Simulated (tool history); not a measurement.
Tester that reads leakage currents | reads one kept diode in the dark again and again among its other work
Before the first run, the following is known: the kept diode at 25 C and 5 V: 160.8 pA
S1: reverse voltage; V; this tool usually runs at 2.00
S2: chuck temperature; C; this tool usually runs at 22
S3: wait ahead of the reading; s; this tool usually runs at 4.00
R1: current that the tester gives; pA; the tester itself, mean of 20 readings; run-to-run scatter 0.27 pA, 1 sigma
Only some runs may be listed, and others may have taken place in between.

run	day	S1	S2	S3	R1
1	0.000	2.00	22	4.00	110.36
2	0.946	2.00	22	4.00	110.86
3	2.325	2.00	22	4.00	109.92
4	3.792	2.00	22	4.00	110.88
5	4.479	2.00	22	4.00	110.94
6	6.046	2.00	22	4.00	111.60
7	7.121	2.00	37	4.00	404.94
8	8.146	2.00	37	4.00	405.71
9	8.858	1.89	22	4.00	109.21
10	10.308	1.89	22	4.00	109.56
11	11.312	1.89	21	4.00	100.31
12	12.212	1.89	21	4.00	100.90
# day 13.333: chuck's temperature calibrated
13	13.867	1.89	21	4.00	85.38
# day 14.829: probe card cleaned and baked
14	14.950	1.89	21	4.00	87.56
15	16.483	2.00	22	4.00	97.50
16	17.196	2.00	22	4.00	97.54
17	17.912	1.20	22	4.00	80.76
18	19.100	1.20	22	4.00	81.69
19	20.571	1.20	22	4.00	81.11
20	21.488	2.00	39	4.00	416.75
21	22.383	11.31	39	1.40	773.61
# day 24.017: probe card cleaned and baked, once more
22	24.071	11.31	49	1.40	1641.84
23	24.808	11.31	49	1.40	1630.00
24	25.954	1.59	22	3.79	84.28
25	27.208	8.72	39	3.70	672.60
26	28.200	8.72	39	3.70	673.61
27	28.875	18.92	28	1.76	337.22
28	30.154	18.92	28	1.76	338.73
29	31.238	2.14	36	1.11	328.91
30	32.242	15.80	44	1.60	1247.90
31	32.988	15.80	44	1.60	1250.96
32	34.542	17.33	45	4.00	1401.17
33	35.967	10.38	26	4.00	232.83
34	36.892	10.38	26	4.00	233.92
35	38.225	1.70	22	1.15	88.39
36	39.188	4.65	42	3.83	707.24
37	40.688	3.15	37	6.94	413.42
38	41.621	5.34	45	0.52	956.25
39	42.362	11.82	45	1.00	1243.09

5 options for the next run, each taken on its own from the tool as it stands now. Forecast them:
A	43.608	6.19	45	0.36	?
B	43.608	7.91	22	1.00	?
C	43.608	12.75	58	4.74	?
D	43.608	2.00	45	4.00	?
E	43.608	11.82	45	0.34	?

run	R1
A	1002.50
B	152.05
C	3475.03
D	688.38
E	1248.16
The same runs, with their run-to-run variation unchanged, on a tool lacking any hidden condition would have given:
run	R1
A	967.69
B	142.42
C	3368.63
D	665.55
E	1202.81

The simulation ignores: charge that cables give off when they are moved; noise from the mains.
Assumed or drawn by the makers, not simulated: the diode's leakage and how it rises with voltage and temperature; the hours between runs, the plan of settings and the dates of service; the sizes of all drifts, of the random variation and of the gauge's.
